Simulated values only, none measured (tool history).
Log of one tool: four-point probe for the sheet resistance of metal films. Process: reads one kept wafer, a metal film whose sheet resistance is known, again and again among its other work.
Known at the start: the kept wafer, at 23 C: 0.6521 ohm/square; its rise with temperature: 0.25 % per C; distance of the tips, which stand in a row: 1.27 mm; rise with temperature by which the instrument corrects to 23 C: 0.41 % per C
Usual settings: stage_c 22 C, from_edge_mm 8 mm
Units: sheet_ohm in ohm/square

{"run": 1, "hour": 0.0, "stage_c": 22, "from_edge_mm": 8, "sheet_ohm": 0.666213}
{"run": 2, "hour": 21.2, "stage_c": 22, "from_edge_mm": 8, "sheet_ohm": 0.666504}
{"run": 3, "hour": 33.9, "stage_c": 22, "from_edge_mm": 8, "sheet_ohm": 0.666468}
{"run": 4, "hour": 49.1, "stage_c": 22, "from_edge_mm": 8, "sheet_ohm": 0.666551}
{"run": 5, "hour": 68.6, "stage_c": 22, "from_edge_mm": 8, "sheet_ohm": 0.666451}
{"run": 6, "hour": 84.0, "stage_c": 22, "from_edge_mm": 8, "sheet_ohm": 0.666764}
{"run": 7, "hour": 103.5, "stage_c": 22, "from_edge_mm": 8, "sheet_ohm": 0.666625}
{"run": 8, "hour": 114.5, "stage_c": 22, "from_edge_mm": 8, "sheet_ohm": 0.666918}
{"run": 9, "hour": 134.4, "stage_c": 22, "from_edge_mm": 8, "sheet_ohm": 0.666838}
{"run": 10, "hour": 145.1, "stage_c": 22, "from_edge_mm": 8, "sheet_ohm": 0.666868}
{"run": 11, "hour": 167.7, "stage_c": 22, "from_edge_mm": 8, "sheet_ohm": 0.666934}
{"run": 12, "hour": 184.4, "stage_c": 22, "from_edge_mm": 8, "sheet_ohm": 0.667167}
{"run": 13, "hour": 203.5, "stage_c": 22, "from_edge_mm": 8, "sheet_ohm": 0.667208}
{"run": 14, "hour": 227.5, "stage_c": 22, "from_edge_mm": 8, "sheet_ohm": 0.667173}
{"run": 15, "hour": 239.3, "stage_c": 22, "from_edge_mm": 8, "sheet_ohm": 0.667166}
{"run": 16, "hour": 256.0, "stage_c": 22, "from_edge_mm": 8, "sheet_ohm": 0.667536}
{"run": 17, "hour": 267.0, "stage_c": 22, "from_edge_mm": 8, "sheet_ohm": 0.667505}
{"run": 18, "hour": 280.8, "stage_c": 22, "from_edge_mm": 8, "sheet_ohm": 0.667683}
{"run": 19, "hour": 294.4, "stage_c": 22, "from_edge_mm": 8, "sheet_ohm": 0.667488}
{"run": 20, "hour": 306.6, "stage_c": 22, "from_edge_mm": 8, "sheet_ohm": 0.667549}
{"run": 21, "hour": 319.5, "stage_c": 25, "from_edge_mm": 8, "sheet_ohm": 0.664392}
{"run": 22, "hour": 337.0, "stage_c": 25, "from_edge_mm": 8, "sheet_ohm": 0.664214}
{"run": 23, "hour": 352.2, "stage_c": 22, "from_edge_mm": 8, "sheet_ohm": 0.667582}
{"run": 24, "hour": 375.0, "stage_c": 18, "from_edge_mm": 8, "sheet_ohm": 0.671934}
{"run": 25, "hour": 396.3, "stage_c": 18, "from_edge_mm": 8, "sheet_ohm": 0.67216}
{"run": 26, "hour": 416.1, "stage_c": 30, "from_edge_mm": 17, "sheet_ohm": 0.653387}
{"run": 27, "hour": 430.3, "stage_c": 30, "from_edge_mm": 17, "sheet_ohm": 0.652862}
{"run": 28, "hour": 452.6, "stage_c": 34, "from_edge_mm": 63, "sheet_ohm": 0.647727}
{"run": 29, "hour": 470.3, "stage_c": 34, "from_edge_mm": 63, "sheet_ohm": 0.647744}
{"run": 30, "hour": 480.8, "stage_c": 34, "from_edge_mm": 63, "sheet_ohm": 0.647639}
{"run": 31, "hour": 492.0, "stage_c": 29, "from_edge_mm": 38, "sheet_ohm": 0.652696}
{"run": 32, "hour": 509.7, "stage_c": 18, "from_edge_mm": 10, "sheet_ohm": 0.669653}
{"run": 33, "hour": 522.6, "stage_c": 34, "from_edge_mm": 44, "sheet_ohm": 0.647896}
{"run": 34, "hour": 539.8, "stage_c": 34, "from_edge_mm": 44, "sheet_ohm": 0.648193}
{"run": 35, "hour": 561.3, "stage_c": 29, "from_edge_mm": 8, "sheet_ohm": 0.661875}
{"run": 36, "hour": 575.5, "stage_c": 22, "from_edge_mm": 64, "sheet_ohm": 0.660026}
{"run": 37, "hour": 594.5, "stage_c": 22, "from_edge_mm": 64, "sheet_ohm": 0.659932}
{"run": 38, "hour": 616.5, "stage_c": 22, "from_edge_mm": 64, "sheet_ohm": 0.660179}
{"run": 39, "hour": 635.1, "stage_c": 34, "from_edge_mm": 12, "sheet_ohm": 0.652251}
{"run": 40, "hour": 647.6, "stage_c": 35, "from_edge_mm": 8, "sheet_ohm": 0.656024}
{"run": 41, "hour": 670.1, "stage_c": 21, "from_edge_mm": 16, "sheet_ohm": 0.663583}
{"run": 42, "hour": 692.2, "stage_c": 23, "from_edge_mm": 53, "sheet_ohm": 0.659466}
{"run": 43, "hour": 712.4, "stage_c": 32, "from_edge_mm": 71, "sheet_ohm": 0.650561}
{"run": 44, "hour": 723.3, "stage_c": 32, "from_edge_mm": 71, "sheet_ohm": 0.650674}
{"run": 45, "hour": 740.4, "stage_c": 32, "from_edge_mm": 71, "sheet_ohm": 0.650598}
{"run": 46, "hour": 761.7, "stage_c": 32, "from_edge_mm": 5, "sheet_ohm": 0.672436}

Taken out of this log: 2 entries between the listed runs. Where each belongs, and how the hidden state differs across it:
Between runs 22 and 23: stage's thermometer calibrated (hour 338.7)
  inner tips' distance over the nominal, %: 0.807 -> 0.816
  measured less the result without the state, sheet_ohm: +0.005742 -> +0.005826 ohm/square
Between runs 24 and 25: stage's thermometer calibrated, once more (hour 386.2)
  inner tips' distance over the nominal, %: 0.829 -> 0.841; tips' flats over new ones', %: 34 -> 35; wafer's true temperature over the reading, C: -0.01 -> 0.04
  measured less the result without the state, sheet_ohm: +0.005961 -> +0.006122 ohm/square

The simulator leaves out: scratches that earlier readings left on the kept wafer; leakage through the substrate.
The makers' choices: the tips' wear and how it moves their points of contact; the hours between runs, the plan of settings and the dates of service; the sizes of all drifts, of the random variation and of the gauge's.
